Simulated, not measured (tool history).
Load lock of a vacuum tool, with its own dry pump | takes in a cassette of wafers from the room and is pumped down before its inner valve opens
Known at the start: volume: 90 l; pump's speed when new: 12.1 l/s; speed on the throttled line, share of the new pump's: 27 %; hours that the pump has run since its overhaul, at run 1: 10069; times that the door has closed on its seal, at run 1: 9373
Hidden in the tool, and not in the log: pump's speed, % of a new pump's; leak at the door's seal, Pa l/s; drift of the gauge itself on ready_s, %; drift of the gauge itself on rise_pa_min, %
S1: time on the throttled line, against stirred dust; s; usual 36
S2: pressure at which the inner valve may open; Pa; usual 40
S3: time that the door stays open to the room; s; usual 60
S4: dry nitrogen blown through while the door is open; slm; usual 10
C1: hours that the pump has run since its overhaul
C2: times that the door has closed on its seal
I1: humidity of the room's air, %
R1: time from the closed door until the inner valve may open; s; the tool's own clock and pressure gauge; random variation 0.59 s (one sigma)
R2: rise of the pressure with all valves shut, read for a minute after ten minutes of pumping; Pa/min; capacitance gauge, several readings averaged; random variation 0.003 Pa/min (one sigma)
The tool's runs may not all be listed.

run 1 day=0 | S1=36 S2=40 S3=60 S4=10 | C1=10069 C2=9373 | I1=46.6 | R1=96 R2=0.079
run 2 day=7.567 | S1=36 S2=40 S3=60 S4=10 | C1=10250 C2=9958 | I1=45.5 | R1=94.7 R2=0.085
run 3 day=18.004 | S1=36 S2=40 S3=60 S4=10 | C1=10501 C2=10764 | I1=44.5 | R1=97.4 R2=0.089
run 4 day=24.629 | S1=36 S2=40 S3=26 S4=10 | C1=10660 C2=11275 | I1=45.3 | R1=95.6 R2=0.083
run 5 day=35.062 | S1=36 S2=40 S3=130 S4=10 | C1=10910 C2=12081 | I1=42.6 | R1=95.4 R2=0.113
run 6 day=47.075 | S1=19 S2=40 S3=60 S4=10 | C1=11198 C2=13008 | I1=43.7 | R1=85.4 R2=0.106
run 7 day=57.379 | S1=36 S2=40 S3=60 S4=10 | C1=11446 C2=13804 | I1=48.8 | R1=96.8 R2=0.113
run 8 day=66.179 | S1=36 S2=40 S3=60 S4=10 | C1=11657 C2=14483 | I1=41.7 | R1=98.3 R2=0.116
run 9 day=72.767 | S1=36 S2=40 S3=60 S4=10 | C1=11815 C2=14992 | I1=44 | R1=98.6 R2=0.122
run 10 day=83.408 | S1=36 S2=40 S3=60 S4=10 | C1=12070 C2=15814 | I1=46.6 | R1=97.6 R2=0.135
run 11 day=94.692 | S1=36 S2=40 S3=36 S4=10 | C1=12341 C2=16685 | I1=47.7 | R1=97.6 R2=0.131
run 12 day=106.667 | S1=36 S2=40 S3=60 S4=5 | C1=12629 C2=17609 | I1=48.9 | R1=98.3 R2=0.156
run 13 day=115.5 | S1=36 S2=40 S3=60 S4=5 | C1=12841 C2=18291 | I1=44.6 | R1=99.3 R2=0.156
run 14 day=125.708 | S1=48 S2=40 S3=60 S4=10 | C1=13085 C2=19079 | I1=45.4 | R1=107.7 R2=0.163
run 15 day=132.746 | S1=48 S2=40 S3=60 S4=10 | C1=13254 C2=19623 | I1=41.5 | R1=107.8 R2=0.155
run 16 day=141.325 | S1=48 S2=40 S3=60 S4=10 | C1=13460 C2=20285 | I1=45.1 | R1=107.2 R2=0.168
run 17 day=151.196 | S1=48 S2=40 S3=60 S4=10 | C1=13697 C2=21048 | I1=43.4 | R1=108.2 R2=0.175
run 18 day=157.233 | S1=36 S2=40 S3=60 S4=10 | C1=13842 C2=21514 | I1=47.9 | R1=100.3 R2=0.183

The next listed run, before its measurement:
run 19 day=167.471 | S1=36 S2=74 S3=60 S4=16 | C1=14088 C2=22304 | I1=42.9 | R1=? R2=?

Run 19 gave R1 94.5 s, R2 0.185 Pa/min.
Without the tool's hidden state the same run would have given R1 80.1 s, R2 0.023 Pa/min.

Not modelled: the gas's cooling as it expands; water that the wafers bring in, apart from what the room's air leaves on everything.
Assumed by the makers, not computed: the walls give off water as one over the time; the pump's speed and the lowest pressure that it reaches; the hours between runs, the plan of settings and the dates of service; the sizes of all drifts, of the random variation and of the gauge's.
